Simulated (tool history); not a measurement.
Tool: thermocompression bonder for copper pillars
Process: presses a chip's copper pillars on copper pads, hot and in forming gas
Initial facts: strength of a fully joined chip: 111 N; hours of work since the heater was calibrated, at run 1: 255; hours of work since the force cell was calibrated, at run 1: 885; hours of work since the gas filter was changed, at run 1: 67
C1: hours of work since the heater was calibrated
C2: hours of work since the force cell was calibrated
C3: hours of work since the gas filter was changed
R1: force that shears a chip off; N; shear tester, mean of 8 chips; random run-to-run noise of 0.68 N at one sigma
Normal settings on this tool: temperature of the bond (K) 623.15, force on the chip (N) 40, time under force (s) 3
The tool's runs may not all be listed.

{"run": 1, "hour": 0.0, "temperature of the bond (K)": 623.15, "force on the chip (N)": 40, "time under force (s)": 3, "C1": 255, "C2": 885, "C3": 67, "R1": 45.8}
{"run": 2, "hour": 4.5, "temperature of the bond (K)": 623.15, "force on the chip (N)": 40, "time under force (s)": 3, "C1": 257, "C2": 888, "C3": 70, "R1": 45.4}
{"run": 3, "hour": 12.1, "temperature of the bond (K)": 623.15, "force on the chip (N)": 40, "time under force (s)": 3, "C1": 262, "C2": 893, "C3": 75, "R1": 45.9}
{"run": 4, "hour": 18.2, "temperature of the bond (K)": 623.15, "force on the chip (N)": 40, "time under force (s)": 3, "C1": 266, "C2": 896, "C3": 79, "R1": 46.5}
{"run": 5, "hour": 26.0, "temperature of the bond (K)": 623.15, "force on the chip (N)": 40, "time under force (s)": 3, "C1": 271, "C2": 901, "C3": 83, "R1": 46.2}
{"run": 6, "hour": 33.0, "temperature of the bond (K)": 623.15, "force on the chip (N)": 40, "time under force (s)": 3, "C1": 276, "C2": 906, "C3": 88, "R1": 46.5}
{"run": 7, "hour": 39.9, "temperature of the bond (K)": 623.15, "force on the chip (N)": 40, "time under force (s)": 3, "C1": 280, "C2": 910, "C3": 92, "R1": 46.3}
{"run": 8, "hour": 47.2, "temperature of the bond (K)": 623.15, "force on the chip (N)": 40, "time under force (s)": 3, "C1": 285, "C2": 915, "C3": 97, "R1": 45.6}
{"run": 9, "hour": 56.5, "temperature of the bond (K)": 623.15, "force on the chip (N)": 40, "time under force (s)": 3, "C1": 290, "C2": 921, "C3": 103, "R1": 46.2}
{"hour": 57.9, "done": "forming gas filter changed"}
{"run": 10, "hour": 61.9, "temperature of the bond (K)": 623.15, "force on the chip (N)": 40, "time under force (s)": 3, "C1": 294, "C2": 924, "C3": 2, "R1": 46.4}
{"run": 11, "hour": 71.4, "temperature of the bond (K)": 623.15, "force on the chip (N)": 40, "time under force (s)": 3, "C1": 300, "C2": 930, "C3": 9, "R1": 45.6}
{"run": 12, "hour": 78.3, "temperature of the bond (K)": 623.15, "force on the chip (N)": 40, "time under force (s)": 3, "C1": 304, "C2": 934, "C3": 13, "R1": 44.6}
{"run": 13, "hour": 85.7, "temperature of the bond (K)": 623.15, "force on the chip (N)": 40, "time under force (s)": 3, "C1": 309, "C2": 939, "C3": 18, "R1": 45.7}
{"run": 14, "hour": 92.4, "temperature of the bond (K)": 623.15, "force on the chip (N)": 40, "time under force (s)": 3, "C1": 313, "C2": 943, "C3": 22, "R1": 45.7}
{"run": 15, "hour": 103.0, "temperature of the bond (K)": 629.15, "force on the chip (N)": 40, "time under force (s)": 5, "C1": 320, "C2": 950, "C3": 29, "R1": 58.3}
{"run": 16, "hour": 108.7, "temperature of the bond (K)": 629.15, "force on the chip (N)": 40, "time under force (s)": 5, "C1": 323, "C2": 953, "C3": 32, "R1": 56.9}
{"run": 17, "hour": 113.4, "temperature of the bond (K)": 629.15, "force on the chip (N)": 40, "time under force (s)": 5, "C1": 326, "C2": 956, "C3": 35, "R1": 60.8}
{"run": 18, "hour": 118.1, "temperature of the bond (K)": 629.15, "force on the chip (N)": 40, "time under force (s)": 5, "C1": 329, "C2": 959, "C3": 38, "R1": 59}
{"run": 19, "hour": 127.8, "temperature of the bond (K)": 642.15, "force on the chip (N)": 40, "time under force (s)": 2, "C1": 335, "C2": 966, "C3": 44, "R1": 48.7}
{"run": 20, "hour": 135.7, "temperature of the bond (K)": 613.15, "force on the chip (N)": 60, "time under force (s)": 3, "C1": 340, "C2": 971, "C3": 49, "R1": 48.8}
{"run": 21, "hour": 144.0, "temperature of the bond (K)": 623.15, "force on the chip (N)": 40, "time under force (s)": 7, "C1": 346, "C2": 976, "C3": 55, "R1": 63}
{"run": 22, "hour": 148.8, "temperature of the bond (K)": 640.15, "force on the chip (N)": 40, "time under force (s)": 6, "C1": 349, "C2": 979, "C3": 58, "R1": 67.7}
{"run": 23, "hour": 154.7, "temperature of the bond (K)": 608.15, "force on the chip (N)": 42, "time under force (s)": 6, "C1": 352, "C2": 983, "C3": 61, "R1": 49.7}
{"run": 24, "hour": 164.1, "temperature of the bond (K)": 596.15, "force on the chip (N)": 52, "time under force (s)": 6, "C1": 358, "C2": 989, "C3": 67, "R1": 48.9}
{"run": 25, "hour": 174.9, "temperature of the bond (K)": 631.15, "force on the chip (N)": 40, "time under force (s)": 3, "C1": 365, "C2": 995, "C3": 74, "R1": 49.8}
{"run": 26, "hour": 181.6, "temperature of the bond (K)": 631.15, "force on the chip (N)": 40, "time under force (s)": 3, "C1": 369, "C2": 1000, "C3": 78, "R1": 49.6}
{"run": 27, "hour": 188.9, "temperature of the bond (K)": 631.15, "force on the chip (N)": 40, "time under force (s)": 3, "C1": 374, "C2": 1004, "C3": 83, "R1": 51.1}
{"run": 28, "hour": 195.0, "temperature of the bond (K)": 594.15, "force on the chip (N)": 42, "time under force (s)": 3, "C1": 378, "C2": 1008, "C3": 87, "R1": 30.8}

Consider 5 possible next runs. They are alternatives, not a sequence: every one starts from the tool as it was left by run 28. What does each give?
{"run": "A", "hour": 199.7, "temperature of the bond (K)": 637.15, "force on the chip (N)": 36, "time under force (s)": 3, "C1": 381, "C2": 1011, "C3": 90, "R1": "?"}
{"run": "B", "hour": 199.7, "temperature of the bond (K)": 612.15, "force on the chip (N)": 26, "time under force (s)": 2, "C1": 381, "C2": 1011, "C3": 90, "R1": "?"}
{"run": "C", "hour": 199.7, "temperature of the bond (K)": 623.15, "force on the chip (N)": 40, "time under force (s)": 7, "C1": 381, "C2": 1011, "C3": 90, "R1": "?"}
{"run": "D", "hour": 199.7, "temperature of the bond (K)": 626.15, "force on the chip (N)": 28, "time under force (s)": 3, "C1": 381, "C2": 1011, "C3": 90, "R1": "?"}
{"run": "E", "hour": 199.7, "temperature of the bond (K)": 596.15, "force on the chip (N)": 42, "time under force (s)": 2, "C1": 381, "C2": 1011, "C3": 90, "R1": "?"}

run=A R1=50
run=B R1=26.2
run=C R1=62.1
run=D R1=39.8
run=E R1=27.8
What these runs would have given with no unlogged condition in the tool:
run=A R1=50.3
run=B R1=26.4
run=C R1=62.5
run=D R1=40.1
run=E R1=28
